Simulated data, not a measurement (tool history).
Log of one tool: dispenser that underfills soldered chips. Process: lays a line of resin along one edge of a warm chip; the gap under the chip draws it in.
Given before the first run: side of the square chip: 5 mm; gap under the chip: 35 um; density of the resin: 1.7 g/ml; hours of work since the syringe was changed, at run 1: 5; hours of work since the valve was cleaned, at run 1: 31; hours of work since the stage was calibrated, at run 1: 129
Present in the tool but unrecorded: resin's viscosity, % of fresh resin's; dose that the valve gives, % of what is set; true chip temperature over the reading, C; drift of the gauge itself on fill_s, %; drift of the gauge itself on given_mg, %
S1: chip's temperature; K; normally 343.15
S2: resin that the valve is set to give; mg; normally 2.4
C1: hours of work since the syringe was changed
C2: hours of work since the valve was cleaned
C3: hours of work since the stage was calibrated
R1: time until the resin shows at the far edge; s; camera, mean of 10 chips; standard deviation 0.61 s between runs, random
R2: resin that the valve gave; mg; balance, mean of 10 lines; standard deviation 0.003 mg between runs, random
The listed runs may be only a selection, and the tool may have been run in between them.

run 1 hour=0 | S1=343.15 S2=2.4 | C1=5 C2=31 C3=129 | R1=67.5 R2=2.373
-- hour=1.6 new syringe of resin
run 2 hour=5.4 | S1=343.15 S2=2.4 | C1=3 C2=34 C3=133 | R1=62.9 R2=2.363
-- hour=9.5 new syringe of resin
run 3 hour=10.3 | S1=343.15 S2=2.4 | C1=1 C2=38 C3=136 | R1=53.5 R2=2.356
run 4 hour=14.7 | S1=343.15 S2=2.13 | C1=4 C2=41 C3=140 | R1=67.9 R2=2.093
-- hour=17 new syringe of resin
run 5 hour=19.1 | S1=343.15 S2=2.13 | C1=2 C2=45 C3=143 | R1=59.4 R2=2.094
-- hour=24.5 new syringe of resin
run 6 hour=24.8 | S1=341.15 S2=2.13 | C1=0 C2=49 C3=147 | R1=57.5 R2=2.085
run 7 hour=29.7 | S1=341.15 S2=2.36 | C1=4 C2=52 C3=151 | R1=71.7 R2=2.306
-- hour=31.9 new syringe of resin
run 8 hour=36.3 | S1=341.15 S2=2.36 | C1=3 C2=57 C3=156 | R1=68 R2=2.3
-- hour=39.3 dispensing valve cleaned and set on the balance
-- hour=40.9 new syringe of resin
run 9 hour=44 | S1=341.15 S2=2.43 | C1=2 C2=3 C3=161 | R1=63 R2=2.425
run 10 hour=47.9 | S1=343.15 S2=2.4 | C1=5 C2=6 C3=164 | R1=70.6 R2=2.387
-- hour=48.7 new syringe of resin
run 11 hour=51.7 | S1=343.15 S2=2.4 | C1=2 C2=9 C3=166 | R1=59.4 R2=2.382
run 12 hour=55.4 | S1=343.15 S2=2.4 | C1=5 C2=12 C3=169 | R1=71.8 R2=2.379
-- hour=56.2 new syringe of resin
run 13 hour=60.9 | S1=343.15 S2=2.4 | C1=4 C2=16 C3=173 | R1=65.7 R2=2.377
-- hour=63.8 new syringe of resin
run 14 hour=66.7 | S1=343.15 S2=2.4 | C1=2 C2=20 C3=177 | R1=59.4 R2=2.377
-- hour=71.5 new syringe of resin
run 15 hour=73.2 | S1=343.15 S2=2.4 | C1=1 C2=25 C3=182 | R1=56.6 R2=2.366
run 16 hour=76.1 | S1=343.15 S2=2.4 | C1=4 C2=27 C3=184 | R1=64.4 R2=2.367
-- hour=78.9 new syringe of resin
run 17 hour=80.1 | S1=343.15 S2=2.4 | C1=1 C2=30 C3=187 | R1=55.3 R2=2.37
run 18 hour=83.5 | S1=343.15 S2=2.4 | C1=4 C2=33 C3=190 | R1=63.6 R2=2.364
-- hour=86.4 new syringe of resin
run 19 hour=88.5 | S1=351.15 S2=2.72 | C1=2 C2=36 C3=194 | R1=41.6 R2=2.673
run 20 hour=92.9 | S1=345.15 S2=2.9 | C1=5 C2=40 C3=197 | R1=62.9 R2=2.846
-- hour=94.3 new syringe of resin
run 21 hour=97.5 | S1=343.15 S2=2.49 | C1=2 C2=43 C3=200 | R1=58.7 R2=2.44
-- hour=102.1 new syringe of resin
run 22 hour=103.2 | S1=332.15 S2=2.01 | C1=1 C2=47 C3=204 | R1=85.4 R2=1.968
-- hour=109.7 new syringe of resin
run 23 hour=110 | S1=332.15 S2=2.22 | C1=0 C2=52 C3=209 | R1=83.1 R2=2.163
run 24 hour=115.7 | S1=343.15 S2=2.94 | C1=5 C2=56 C3=214 | R1=66.1 R2=2.861
-- hour=117.6 new syringe of resin
-- hour=120.3 dispensing valve cleaned and set on the balance
run 25 hour=124 | S1=343.15 S2=2.94 | C1=4 C2=3 C3=219 | R1=65.2 R2=2.932
-- hour=126.3 new syringe of resin
run 26 hour=129.4 | S1=329.15 S2=2.41 | C1=2 C2=7 C3=223 | R1=106.1 R2=2.4
run 27 hour=132.7 | S1=354.15 S2=2.16 | C1=5 C2=9 C3=226 | R1=46.6 R2=2.156
-- hour=134 new syringe of resin
run 28 hour=138.6 | S1=354.15 S2=2.16 | C1=4 C2=14 C3=230 | R1=42.2 R2=2.149
-- hour=141.5 new syringe of resin
run 29 hour=144.7 | S1=354.15 S2=2.16 | C1=2 C2=18 C3=234 | R1=40.7 R2=2.144
-- hour=148.9 new syringe of resin
run 30 hour=148.9 | S1=336.15 S2=2.27 | C1=0 C2=21 C3=237 | R1=68.1 R2=2.25
run 31 hour=155.8 | S1=343.15 S2=2.89 | C1=5 C2=26 C3=243 | R1=67.5 R2=2.851
-- hour=156.6 new syringe of resin
run 32 hour=163.2 | S1=343.15 S2=2.47 | C1=5 C2=32 C3=248 | R1=69.1 R2=2.436
-- hour=164.4 new syringe of resin
run 33 hour=166.8 | S1=340.15 S2=2.4 | C1=2 C2=34 C3=251 | R1=63.6 R2=2.364
-- hour=171.8 new syringe of resin
run 34 hour=173 | S1=357.15 S2=2.66 | C1=1 C2=39 C3=255 | R1=31.3 R2=2.621
-- hour=179.5 new syringe of resin
run 35 hour=179.5 | S1=347.15 S2=2.98 | C1=0 C2=44 C3=260 | R1=42.9 R2=2.924

Here are 4 independent what-if runs from the current tool condition. What would each one return?
run A hour=183.2 | S1=352.15 S2=2.98 | C1=3 C2=47 C3=263 | R1=? R2=?
run B hour=183.2 | S1=347.15 S2=2.35 | C1=3 C2=47 C3=263 | R1=? R2=?
run C hour=183.2 | S1=343.15 S2=2.21 | C1=3 C2=47 C3=263 | R1=? R2=?
run D hour=183.2 | S1=347.15 S2=3.06 | C1=3 C2=47 C3=263 | R1=? R2=?

run=A R1=42.3 R2=2.922
run=B R1=52.5 R2=2.306
run=C R1=62.2 R2=2.162
run=D R1=51.4 R2=2.998
Take away the tool's hidden state, keep each run's random variation, and the runs would have read:
run=A R1=37.2 R2=2.982
run=B R1=46.2 R2=2.353
run=C R1=54.8 R2=2.207
run=D R1=45.4 R2=3.06

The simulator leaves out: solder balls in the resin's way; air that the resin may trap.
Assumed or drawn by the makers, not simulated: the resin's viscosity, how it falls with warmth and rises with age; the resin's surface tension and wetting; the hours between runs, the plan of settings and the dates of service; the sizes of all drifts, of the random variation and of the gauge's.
